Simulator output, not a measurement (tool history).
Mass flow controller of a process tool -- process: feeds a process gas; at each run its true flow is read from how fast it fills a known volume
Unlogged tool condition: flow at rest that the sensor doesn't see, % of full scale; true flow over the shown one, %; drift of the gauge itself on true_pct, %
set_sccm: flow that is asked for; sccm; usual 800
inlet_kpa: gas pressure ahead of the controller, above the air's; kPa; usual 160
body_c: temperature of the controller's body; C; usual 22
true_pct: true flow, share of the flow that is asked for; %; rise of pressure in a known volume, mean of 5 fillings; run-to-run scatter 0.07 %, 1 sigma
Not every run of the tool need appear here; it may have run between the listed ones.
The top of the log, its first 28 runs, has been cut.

run	hour	set_sccm	inlet_kpa	body_c	hours of work since the controller was set to zero	hours of work since the controller was changed	true_pct
29	3249.4	170	234	22	1971	1971	96.65
30	3384.4	313	162	26	2077	2077	97.63
# hour 3399.9: controller's zero set anew
31	3502.1	911	262	21	80	2169	98.64
32	3602.3	114	160	22	159	2247	94.67
33	3711.2	115	240	22	244	2333	94.97
34	3804.2	800	168	39	317	2406	99.83
35	3928.9	914	204	23	415	2504	98.57
36	4046.9	122	181	28	508	2596	95.37
# hour 4059.7: controller's zero set anew, once more
37	4124.1	103	181	28	51	2656	97.74
38	4305.5	103	181	28	193	2799	97.53
39	4425.3	800	190	22	287	2893	98.54
40	4528.6	178	271	22	368	2974	97.38
41	4666.8	575	166	21	476	3082	97.85
42	4822.7	126	266	31	599	3204	97.78
43	4903.1	152	142	25	662	3267	97.16
44	5075.5	152	142	25	797	3403	96.89

Each row is a separate what-if for the run after 44, all from the same tool condition, not one after another. Results?
A	5214.3	267	259	32	906	3512	?
B	5214.3	152	142	21	906	3512	?
C	5214.3	800	198	24	906	3512	?
D	5214.3	126	142	33	906	3512	?
E	5214.3	110	153	25	906	3512	?

run	true_pct
A	98.15
B	96.46
C	98.56
D	97.47
E	96.62
Stripped of hidden state, with their random variation kept, the same runs would have yielded:
run	true_pct
A	99.34
B	97.87
C	99.54
D	98.99
E	98.23
